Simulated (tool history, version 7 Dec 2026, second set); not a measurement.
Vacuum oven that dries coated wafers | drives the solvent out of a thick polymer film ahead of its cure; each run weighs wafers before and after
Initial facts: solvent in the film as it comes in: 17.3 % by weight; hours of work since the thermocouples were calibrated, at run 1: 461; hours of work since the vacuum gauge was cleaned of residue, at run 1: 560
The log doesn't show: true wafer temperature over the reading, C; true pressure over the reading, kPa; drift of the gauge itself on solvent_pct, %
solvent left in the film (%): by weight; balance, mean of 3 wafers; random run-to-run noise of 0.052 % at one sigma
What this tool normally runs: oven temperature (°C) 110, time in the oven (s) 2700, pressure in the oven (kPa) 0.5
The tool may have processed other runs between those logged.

| run | day | oven temperature (°C) | time in the oven (s) | pressure in the oven (kPa) | hours of work since the thermocouples were calibrated | hours of work since the vacuum gauge was cleaned of residue | solvent left in the film (%) |
|---|---|---|---|---|---|---|---|
| 1 | 0 | 110 | 2700 | 0.5 | 461 | 560 | 1.37 |
| 2 | 0.425 | 110 | 2700 | 0.5 | 469 | 568 | 1.27 |
| 3 | 1.371 | 110 | 2760 | 0.5 | 487 | 586 | 1.14 |
| 4 | 2.017 | 110 | 2700 | 0.5 | 500 | 598 | 1.23 |
| 5 | 2.492 | 115 | 2700 | 0.5 | 509 | 607 | 0.83 |
| 6 | 3.333 | 115 | 2700 | 0.5 | 525 | 623 | 0.79 |
| 7 | 4.2 | 115 | 2700 | 0.5 | 541 | 640 | 0.74 |
| 8 | 5.129 | 115 | 2700 | 1.066 | 559 | 658 | 0.93 |
| 9 | 5.85 | 115 | 2700 | 1.066 | 573 | 671 | 0.92 |
| 10 | 6.767 | 118 | 2700 | 0.5 | 590 | 689 | 0.5 |
| 11 | 7.258 | 118 | 2700 | 0.5 | 599 | 698 | 0.6 |
| 12 | 7.762 | 118 | 2700 | 0.5 | 609 | 708 | 0.61 |
| 13 | 8.508 | 110 | 2700 | 0.5 | 623 | 722 | 1.28 |
| 14 | 9.183 | 110 | 2700 | 0.5 | 636 | 735 | 1.25 |
| 15 | 9.917 | 110 | 2700 | 0.5 | 650 | 749 | 1.19 |
| 16 | 10.846 | 110 | 2700 | 0.5 | 668 | 766 | 1.29 |
| 17 | 11.783 | 110 | 2700 | 0.63 | 685 | 784 | 1.3 |
| 18 | 12.217 | 110 | 2700 | 0.5 | 694 | 792 | 1.27 |
| 19 | 13.117 | 110 | 2700 | 0.5 | 711 | 809 | 1.34 |
| 20 | 13.6 | 110 | 2700 | 0.5 | 720 | 819 | 1.29 |
| 21 | 14.029 | 110 | 2700 | 0.5 | 728 | 827 | 1.32 |
| 22 | 14.658 | 110 | 2700 | 0.5 | 740 | 839 | 1.21 |
| 23 | 15.129 | 110 | 2700 | 0.5 | 749 | 848 | 1.28 |
| 24 | 15.7 | 119 | 2700 | 0.5 | 760 | 859 | 0.47 |
| 25 | 16.154 | 119 | 2700 | 1.611 | 769 | 867 | 0.8 |
| 26 | 17.021 | 107 | 2100 | 1.611 | 785 | 884 | 2.98 |
| 27 | 17.458 | 118 | 2100 | 0.389 | 793 | 892 | 1.1 |
| 28 | 18.15 | 98 | 2700 | 1.751 | 807 | 905 | 3.56 |
| 29 | 18.65 | 98 | 2700 | 1.751 | 816 | 915 | 3.7 |

Run 30 is up next; what results do you expect?
| 30 | 19.421 | 98 | 2700 | 1.751 | 831 | 929 | ? |

{"run 30": {"solvent left in the film (%)": 3.59}}
Had the tool carried no hidden state, the very same run would have given solvent left in the film (%) 3.58.
